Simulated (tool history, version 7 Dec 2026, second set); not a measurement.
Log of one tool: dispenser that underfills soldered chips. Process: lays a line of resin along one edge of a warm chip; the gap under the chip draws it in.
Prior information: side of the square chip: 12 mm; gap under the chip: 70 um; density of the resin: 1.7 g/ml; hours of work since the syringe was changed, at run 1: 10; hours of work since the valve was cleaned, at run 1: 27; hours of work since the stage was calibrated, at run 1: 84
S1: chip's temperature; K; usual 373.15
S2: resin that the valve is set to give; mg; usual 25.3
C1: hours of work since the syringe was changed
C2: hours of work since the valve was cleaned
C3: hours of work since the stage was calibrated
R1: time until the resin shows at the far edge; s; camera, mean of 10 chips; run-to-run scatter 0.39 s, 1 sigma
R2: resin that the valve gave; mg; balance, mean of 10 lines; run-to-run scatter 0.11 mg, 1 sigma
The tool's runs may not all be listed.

run  hour      S1    S2  C1  C2   C3    R1     R2
  1     0  373.15  25.3  10  27   84  47.6  24.74
      4.1  -- new syringe of resin
  2   4.9  372.15  25.3   0  30   87  27.1  24.25
  3   9.5  372.15  25.3   3  33   90  32.6  24.47
  4  12.3  373.15  29.7   5  34   92    35  28.59
  5    16  373.15  29.7   7  37   94  40.5   28.6
  6  20.6  373.15  29.7  10  40   97    48  28.55
     23.9  -- new syringe of resin
  7  23.9  373.15  29.7   0  41   99  24.8  28.33
  8    27  373.15  29.7   2  43  101  29.2  28.44
  9  30.4  373.15  29.7   4  45  103  32.4  28.33
 10  33.6  365.15  29.7   6  47  105  54.6  28.23
 11  35.9  365.15  29.7   7  49  106  58.7  28.15
 12    39  368.15  29.7   9  51  108  60.2  28.28
     43.5  -- new syringe of resin
 13  44.5  368.15  29.8   1  54  111  32.6  28.03
 14  46.8  368.15    30   2  55  113    35     28
 15  49.1  368.15    30   3  57  114  39.4  28.32
 16  53.4  368.15    30   6  59  117  47.7  28.19
 17  55.8  368.15    30   8  61  118  53.6  28.26
 18  58.1  378.15  29.6   9  62  119  36.6  27.69
 19  61.7  378.15  29.6  11  64  122  42.2  27.78
     63.3  -- new syringe of resin
 20  65.5  367.15  25.8   1  67  124  37.6  24.22
 21  69.8  373.15  23.3   4  69  126  34.5  21.68

What will run 22 give?
 22    72  373.15  23.3   5  71  128   ?   ?

Logged for run 22: R1 38.2 s, R2 21.69 mg.
The same run, on a tool lacking any hidden state, would have yielded R1 25.3 s, R2 23.35 mg.

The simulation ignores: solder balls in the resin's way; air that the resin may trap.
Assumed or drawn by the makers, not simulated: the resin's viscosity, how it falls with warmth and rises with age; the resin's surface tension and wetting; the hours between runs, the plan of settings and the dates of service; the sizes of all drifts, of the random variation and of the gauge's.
